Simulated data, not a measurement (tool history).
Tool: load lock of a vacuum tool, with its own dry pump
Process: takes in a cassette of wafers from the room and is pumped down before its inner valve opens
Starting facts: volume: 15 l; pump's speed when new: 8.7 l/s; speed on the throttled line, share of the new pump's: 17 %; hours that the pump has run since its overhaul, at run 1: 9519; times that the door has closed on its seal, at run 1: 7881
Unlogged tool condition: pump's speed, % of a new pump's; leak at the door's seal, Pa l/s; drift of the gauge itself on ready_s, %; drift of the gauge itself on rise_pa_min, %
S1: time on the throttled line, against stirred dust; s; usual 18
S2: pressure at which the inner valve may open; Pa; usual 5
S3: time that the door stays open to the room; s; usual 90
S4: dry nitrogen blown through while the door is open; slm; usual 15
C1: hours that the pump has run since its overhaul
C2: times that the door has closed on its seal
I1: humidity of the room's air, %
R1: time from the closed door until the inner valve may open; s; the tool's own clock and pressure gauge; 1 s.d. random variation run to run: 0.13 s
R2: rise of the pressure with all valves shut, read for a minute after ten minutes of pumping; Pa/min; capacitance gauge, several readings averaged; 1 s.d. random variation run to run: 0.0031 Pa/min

run 1 hour=0.0 | S1=18 S2=5 S3=90 S4=15 | C1=9519 C2=7881 | I1=41.8 | R1=32.4 R2=0.064
run 2 hour=161.4 | S1=18 S2=5 S3=90 S4=15 | C1=9680 C2=8066 | I1=42.1 | R1=32.4 R2=0.067
run 3 hour=345.3 | S1=18 S2=5 S3=90 S4=15 | C1=9864 C2=8276 | I1=46.4 | R1=32.1 R2=0.073
run 4 hour=645.0 | S1=34 S2=5 S3=90 S4=15 | C1=10164 C2=8619 | I1=41.2 | R1=45.5 R2=0.064
run 5 hour=897.2 | S1=34 S2=5 S3=90 S4=15 | C1=10416 C2=8908 | I1=43.7 | R1=45.3 R2=0.067
run 6 hour=1245.6 | S1=34 S2=5 S3=90 S4=15 | C1=10765 C2=9307 | I1=46.4 | R1=45.6 R2=0.075
run 7 hour=1411.1 | S1=34 S2=5 S3=90 S4=15 | C1=10930 C2=9496 | I1=47.4 | R1=45.3 R2=0.074
run 8 hour=1641.3 | S1=34 S2=5 S3=90 S4=15 | C1=11160 C2=9760 | I1=42.4 | R1=45.4 R2=0.064
run 9 hour=1803.3 | S1=18 S2=5 S3=90 S4=15 | C1=11322 C2=9945 | I1=43.9 | R1=32.3 R2=0.072
run 10 hour=2040.9 | S1=18 S2=5 S3=90 S4=15 | C1=11560 C2=10217 | I1=46.9 | R1=32.2 R2=0.075
run 11 hour=2340.0 | S1=18 S2=5 S3=90 S4=15 | C1=11859 C2=10560 | I1=42.5 | R1=32.5 R2=0.067
run 12 hour=2609.5 | S1=18 S2=5 S3=90 S4=7 | C1=12129 C2=10868 | I1=47.4 | R1=32.3 R2=0.092
run 13 hour=2828.7 | S1=18 S2=5 S3=90 S4=15 | C1=12348 C2=11119 | I1=42.9 | R1=32.3 R2=0.063
run 14 hour=3089.0 | S1=18 S2=5 S3=90 S4=15 | C1=12608 C2=11417 | I1=46.3 | R1=32.3 R2=0.070
run 15 hour=3337.7 | S1=18 S2=5 S3=90 S4=15 | C1=12857 C2=11702 | I1=42.2 | R1=32.0 R2=0.065
run 16 hour=3489.0 | S1=18 S2=5 S3=90 S4=15 | C1=13008 C2=11875 | I1=41.2 | R1=32.3 R2=0.063
run 17 hour=3655.4 | S1=18 S2=6 S3=90 S4=15 | C1=13174 C2=12066 | I1=46.6 | R1=31.8 R2=0.072
run 18 hour=3852.9 | S1=18 S2=6 S3=30 S4=15 | C1=13372 C2=12292 | I1=41.9 | R1=31.9 R2=0.043
run 19 hour=4213.9 | S1=18 S2=5 S3=30 S4=15 | C1=13733 C2=12705 | I1=42.6 | R1=32.2 R2=0.036
run 20 hour=4408.7 | S1=18 S2=5 S3=71 S4=29 | C1=13928 C2=12928 | I1=46.9 | R1=32.4 R2=0.048
run 21 hour=4596.5 | S1=18 S2=5 S3=71 S4=29 | C1=14115 C2=13143 | I1=46.1 | R1=32.2 R2=0.047
run 22 hour=4825.5 | S1=18 S2=5 S3=239 S4=29 | C1=14345 C2=13405 | I1=47.9 | R1=32.3 R2=0.088
run 23 hour=5017.8 | S1=18 S2=5 S3=239 S4=29 | C1=14537 C2=13626 | I1=45.4 | R1=32.3 R2=0.085
run 24 hour=5307.6 | S1=16 S2=5 S3=231 S4=17 | C1=14827 C2=13957 | I1=41.9 | R1=30.5 R2=0.102
run 25 hour=5589.1 | S1=16 S2=5 S3=231 S4=17 | C1=15108 C2=14280 | I1=44.4 | R1=30.5 R2=0.106
run 26 hour=5849.3 | S1=16 S2=5 S3=231 S4=17 | C1=15368 C2=14577 | I1=44.9 | R1=30.8 R2=0.107
run 27 hour=6162.6 | S1=21 S2=6 S3=90 S4=15 | C1=15682 C2=14936 | I1=46.5 | R1=34.6 R2=0.075
run 28 hour=6484.8 | S1=21 S2=6 S3=90 S4=15 | C1=16004 C2=15305 | I1=47.4 | R1=34.5 R2=0.076
run 29 hour=6744.7 | S1=18 S2=5 S3=34 S4=15 | C1=16264 C2=15603 | I1=46.9 | R1=32.1 R2=0.041
run 30 hour=7047.1 | S1=30 S2=6 S3=34 S4=8 | C1=16566 C2=15949 | I1=47.7 | R1=41.9 R2=0.058
-- hour=7306.2 dry pump taken out, an overhauled one fitted
run 31 hour=7391.3 | S1=18 S2=8 S3=26 S4=18 | C1=85 C2=16336 | I1=42.5 | R1=31.4 R2=0.033
run 32 hour=7697.1 | S1=18 S2=8 S3=26 S4=18 | C1=391 C2=16686 | I1=43.1 | R1=31.4 R2=0.033
run 33 hour=7891.6 | S1=18 S2=8 S3=26 S4=18 | C1=585 C2=16909 | I1=46.8 | R1=31.4 R2=0.036
run 34 hour=8121.3 | S1=11 S2=9 S3=94 S4=15 | C1=815 C2=17172 | I1=44.0 | R1=25.2 R2=0.072
run 35 hour=8295.4 | S1=14 S2=9 S3=94 S4=6 | C1=989 C2=17371 | I1=46.5 | R1=27.9 R2=0.097
run 36 hour=8543.4 | S1=23 S2=5 S3=90 S4=15 | C1=1237 C2=17655 | I1=44.0 | R1=36.4 R2=0.069

Estimate the outcome of run 37 from the log above:
run 37 hour=8897.3 | S1=24 S2=5 S3=89 S4=15 | C1=1591 C2=18060 | I1=44.9 | R1=? R2=?

Run 37 yielded R1 37.4 s, R2 0.068 Pa/min.
If the tool had no hidden condition, the same run with the same run-to-run variation would have returned R1 37.4 s, R2 0.067 Pa/min.
